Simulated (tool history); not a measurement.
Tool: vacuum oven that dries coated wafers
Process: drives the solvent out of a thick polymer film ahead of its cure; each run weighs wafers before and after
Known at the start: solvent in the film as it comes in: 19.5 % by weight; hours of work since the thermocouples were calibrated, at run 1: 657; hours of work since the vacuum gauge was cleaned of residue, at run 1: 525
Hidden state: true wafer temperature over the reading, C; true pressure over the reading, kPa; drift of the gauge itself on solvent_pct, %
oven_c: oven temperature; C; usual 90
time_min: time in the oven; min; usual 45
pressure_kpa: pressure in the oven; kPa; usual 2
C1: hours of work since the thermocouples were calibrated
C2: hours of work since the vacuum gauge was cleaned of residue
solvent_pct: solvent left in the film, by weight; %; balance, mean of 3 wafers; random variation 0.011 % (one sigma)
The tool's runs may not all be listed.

{"run": 1, "hour": 0.0, "oven_c": 90, "time_min": 45, "pressure_kpa": 2, "C1": 657, "C2": 525, "solvent_pct": 1.69}
{"run": 2, "hour": 43.4, "oven_c": 90, "time_min": 45, "pressure_kpa": 2, "C1": 679, "C2": 548, "solvent_pct": 1.68}
{"run": 3, "hour": 85.5, "oven_c": 90, "time_min": 45, "pressure_kpa": 2, "C1": 701, "C2": 570, "solvent_pct": 1.69}
{"run": 4, "hour": 162.9, "oven_c": 99, "time_min": 45, "pressure_kpa": 2, "C1": 741, "C2": 610, "solvent_pct": 0.74}
{"run": 5, "hour": 237.0, "oven_c": 90, "time_min": 45, "pressure_kpa": 2, "C1": 780, "C2": 648, "solvent_pct": 1.69}
{"run": 6, "hour": 302.0, "oven_c": 90, "time_min": 45, "pressure_kpa": 2, "C1": 813, "C2": 682, "solvent_pct": 1.68}
{"run": 7, "hour": 400.1, "oven_c": 90, "time_min": 73, "pressure_kpa": 2, "C1": 864, "C2": 732, "solvent_pct": 1}
{"run": 8, "hour": 460.9, "oven_c": 90, "time_min": 73, "pressure_kpa": 2, "C1": 896, "C2": 764, "solvent_pct": 1.02}
{"run": 9, "hour": 538.4, "oven_c": 90, "time_min": 73, "pressure_kpa": 1.51, "C1": 936, "C2": 804, "solvent_pct": 0.83}
{"run": 10, "hour": 634.4, "oven_c": 90, "time_min": 73, "pressure_kpa": 1.51, "C1": 985, "C2": 854, "solvent_pct": 0.81}
{"run": 11, "hour": 723.3, "oven_c": 90, "time_min": 64, "pressure_kpa": 5.27, "C1": 1031, "C2": 900, "solvent_pct": 2.56}
{"run": 12, "hour": 777.2, "oven_c": 82, "time_min": 49, "pressure_kpa": 2.95, "C1": 1059, "C2": 928, "solvent_pct": 3.82}
{"run": 13, "hour": 873.5, "oven_c": 77, "time_min": 75, "pressure_kpa": 4.88, "C1": 1109, "C2": 978, "solvent_pct": 5.13}
{"run": 14, "hour": 959.5, "oven_c": 75, "time_min": 32, "pressure_kpa": 2, "C1": 1154, "C2": 1022, "solvent_pct": 8.07}
{"run": 15, "hour": 1040.2, "oven_c": 95, "time_min": 27, "pressure_kpa": 6.32, "C1": 1195, "C2": 1064, "solvent_pct": 3.64}
{"run": 16, "hour": 1105.6, "oven_c": 95, "time_min": 27, "pressure_kpa": 6.32, "C1": 1229, "C2": 1098, "solvent_pct": 3.62}
{"run": 17, "hour": 1193.4, "oven_c": 75, "time_min": 57, "pressure_kpa": 7.83, "C1": 1275, "C2": 1143, "solvent_pct": 8.87}

Forecast each of these 4 alternatives for the next run:
{"run": "A", "hour": 1286.5, "oven_c": 99, "time_min": 57, "pressure_kpa": 2.28, "C1": 1323, "C2": 1191, "solvent_pct": "?"}
{"run": "B", "hour": 1286.5, "oven_c": 90, "time_min": 69, "pressure_kpa": 1.4, "C1": 1323, "C2": 1191, "solvent_pct": "?"}
{"run": "C", "hour": 1286.5, "oven_c": 98, "time_min": 63, "pressure_kpa": 2, "C1": 1323, "C2": 1191, "solvent_pct": "?"}
{"run": "D", "hour": 1286.5, "oven_c": 75, "time_min": 57, "pressure_kpa": 1.17, "C1": 1323, "C2": 1191, "solvent_pct": "?"}

run=A solvent_pct=0.77
run=B solvent_pct=0.79
run=C solvent_pct=0.69
run=D solvent_pct=4.5
Without the tool's hidden state the same runs would have given:
run=A solvent_pct=0.78
run=B solvent_pct=0.79
run=C solvent_pct=0.69
run=D solvent_pct=4.51

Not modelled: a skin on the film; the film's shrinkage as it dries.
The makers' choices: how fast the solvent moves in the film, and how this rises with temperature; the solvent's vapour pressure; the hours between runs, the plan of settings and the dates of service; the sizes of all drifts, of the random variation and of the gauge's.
